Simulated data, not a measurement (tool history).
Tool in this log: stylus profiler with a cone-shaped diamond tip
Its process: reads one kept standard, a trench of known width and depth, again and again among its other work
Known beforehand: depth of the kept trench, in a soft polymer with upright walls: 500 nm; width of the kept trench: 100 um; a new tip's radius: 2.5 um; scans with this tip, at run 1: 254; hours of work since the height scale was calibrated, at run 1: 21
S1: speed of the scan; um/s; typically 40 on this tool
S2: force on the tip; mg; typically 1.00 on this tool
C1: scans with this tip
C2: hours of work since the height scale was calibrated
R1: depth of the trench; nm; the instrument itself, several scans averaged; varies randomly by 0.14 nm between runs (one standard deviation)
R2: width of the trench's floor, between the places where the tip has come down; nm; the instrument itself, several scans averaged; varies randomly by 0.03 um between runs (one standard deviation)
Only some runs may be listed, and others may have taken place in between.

run,hour,S1,S2,C1,C2,R1,R2
1,0.0,40,1.00,254,21,501.55,96850
2,8.6,40,1.00,308,25,501.61,96880
3,23.8,40,1.00,402,33,501.57,96900
4,41.5,24,1.00,513,42,501.41,96930
5,52.3,13,1.00,580,47,501.67,96950
6,64.2,13,1.00,654,53,501.74,96910
7,75.8,13,1.00,726,59,501.46,96930
8,83.7,13,1.00,775,63,501.60,96930
9,98.3,13,1.00,866,70,501.82,96960
10,117.2,13,1.00,984,80,501.46,96950
11,129.6,13,1.00,1061,86,501.62,96910
12,142.8,40,1.00,1143,93,501.75,96880
13,160.8,40,1.00,1255,102,501.46,96860
14,178.9,40,1.00,1368,111,501.77,96890
15,188.5,40,1.00,1428,116,501.66,96850
16,206.1,40,1.00,1538,125,501.95,96860
17,214.5,40,1.00,1589,129,501.73,96860
18,231.9,40,1.00,1698,138,502.01,96870
19,249.0,40,0.84,1804,146,501.74,96850
20,267.9,40,0.84,1922,156,501.50,96830
21,279.1,107,0.49,1992,162,501.25,96500
22,289.0,107,0.49,2054,167,501.06,96500
23,300.3,107,0.49,2124,172,500.97,96530
24,309.9,58,0.49,2184,177,501.00,96770
25,322.1,14,2.49,2260,183,503.05,96930
26,340.7,43,0.72,2375,193,501.29,96820
27,353.6,17,0.93,2456,199,501.61,96990
28,365.6,17,0.93,2530,205,501.51,96980
29,374.4,21,1.22,2585,210,501.94,96920
30,391.7,21,1.22,2693,219,501.99,97000
31,403.4,25,0.63,2766,225,501.27,96850
32,422.4,45,0.46,2884,234,501.22,96790
33,435.4,90,1.29,2965,241,501.96,96740
34,443.2,14,0.88,3014,245,501.59,96980
35,458.7,14,0.88,3110,252,501.54,96950
36,469.3,13,0.88,3176,258,501.65,96930
37,485.9,57,0.73,3279,266,501.34,96770
38,500.3,87,1.01,3369,273,501.67,96740
39,513.4,18,0.44,3450,280,501.27,96940
40,529.6,18,0.44,3552,288,500.92,96910

Alternative continuations, all from the tool just after run 40; predict every row:
A,545.1,37,1.57,3648,296,?,?
B,545.1,31,2.04,3648,296,?,?
C,545.1,74,2.51,3648,296,?,?

run,R1,R2
A,502.40,96880
B,502.83,96930
C,503.25,96820
Take away the tool's hidden state, keep each run's random variation, and the runs would have read:
run,R1,R2
A,502.40,96880
B,502.83,96940
C,503.24,96830

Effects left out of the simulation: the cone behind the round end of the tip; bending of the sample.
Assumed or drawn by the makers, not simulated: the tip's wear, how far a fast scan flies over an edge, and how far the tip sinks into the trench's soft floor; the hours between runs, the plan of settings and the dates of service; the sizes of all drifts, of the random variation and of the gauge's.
